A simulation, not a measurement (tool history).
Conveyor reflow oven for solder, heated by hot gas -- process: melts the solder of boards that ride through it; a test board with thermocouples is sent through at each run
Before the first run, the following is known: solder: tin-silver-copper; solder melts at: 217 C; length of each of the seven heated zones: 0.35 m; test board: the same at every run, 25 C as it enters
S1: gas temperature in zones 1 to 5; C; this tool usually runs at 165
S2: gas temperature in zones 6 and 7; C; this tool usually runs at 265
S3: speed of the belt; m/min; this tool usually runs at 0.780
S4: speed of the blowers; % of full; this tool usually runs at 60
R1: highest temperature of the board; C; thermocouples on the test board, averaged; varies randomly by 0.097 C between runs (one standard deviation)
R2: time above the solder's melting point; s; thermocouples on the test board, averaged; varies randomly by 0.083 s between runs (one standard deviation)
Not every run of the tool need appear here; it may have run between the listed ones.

| run | hour | S1 | S2 | S3 | S4 | R1 | R2 |
|---|---|---|---|---|---|---|---|
| 1 | 0.0 | 165 | 265 | 0.780 | 60 | 247.46 | 35.51 |
| 2 | 43.2 | 168 | 265 | 0.780 | 60 | 248.06 | 36.62 |
| 3 | 122.4 | 168 | 265 | 0.839 | 60 | 245.57 | 32.01 |
| 4 | 155.9 | 168 | 265 | 0.839 | 60 | 245.58 | 32.08 |
|  | 221.6 | belt drive overhauled, speed set with a stopwatch |
| 5 | 234.9 | 165 | 259 | 0.780 | 60 | 242.22 | 32.25 |
|  | 283.6 | flux residue cleaned out of gas plates and filters |
| 6 | 303.1 | 165 | 259 | 0.780 | 60 | 242.35 | 32.28 |
| 7 | 366.4 | 165 | 265 | 0.780 | 65 | 248.84 | 36.43 |
| 8 | 409.8 | 165 | 265 | 0.780 | 65 | 248.70 | 36.53 |
| 9 | 457.8 | 165 | 265 | 0.780 | 65 | 248.86 | 36.50 |
| 10 | 536.8 | 165 | 265 | 0.780 | 65 | 248.63 | 36.49 |
| 11 | 583.2 | 165 | 258 | 0.782 | 60 | 241.30 | 31.43 |
| 12 | 633.0 | 165 | 258 | 0.782 | 60 | 241.26 | 31.43 |
| 13 | 712.1 | 179 | 256 | 0.782 | 80 | 245.19 | 38.58 |
| 14 | 787.7 | 179 | 256 | 0.782 | 80 | 245.38 | 38.72 |
| 15 | 842.0 | 154 | 258 | 0.631 | 86 | 249.87 | 46.47 |
|  | 876.7 | thermocouples of zones 6 and 7 changed |
| 16 | 890.2 | 154 | 276 | 0.631 | 78 | 266.19 | 53.71 |

Below are 3 alternative next runs, each starting from the tool's condition after run 16. Predict each:
|  | 940.1 | flux residue cleaned out of gas plates and filters |
| A | 951.7 | 154 | 270 | 0.631 | 84 | ? | ? |
|  | 940.1 | flux residue cleaned out of gas plates and filters |
| B | 951.7 | 167 | 265 | 0.780 | 86 | ? | ? |
|  | 940.1 | flux residue cleaned out of gas plates and filters |
| C | 951.7 | 160 | 276 | 0.670 | 78 | ? | ? |

| run | R1 | R2 |
|---|---|---|
| A | 261.15 | 51.81 |
| B | 252.87 | 39.75 |
| C | 265.23 | 50.82 |
The same runs, with their run-to-run variation unchanged, on a tool lacking any hidden condition would have given:
| run | R1 | R2 |
|---|---|---|
| A | 261.16 | 51.81 |
| B | 252.88 | 39.75 |
| C | 265.24 | 50.82 |
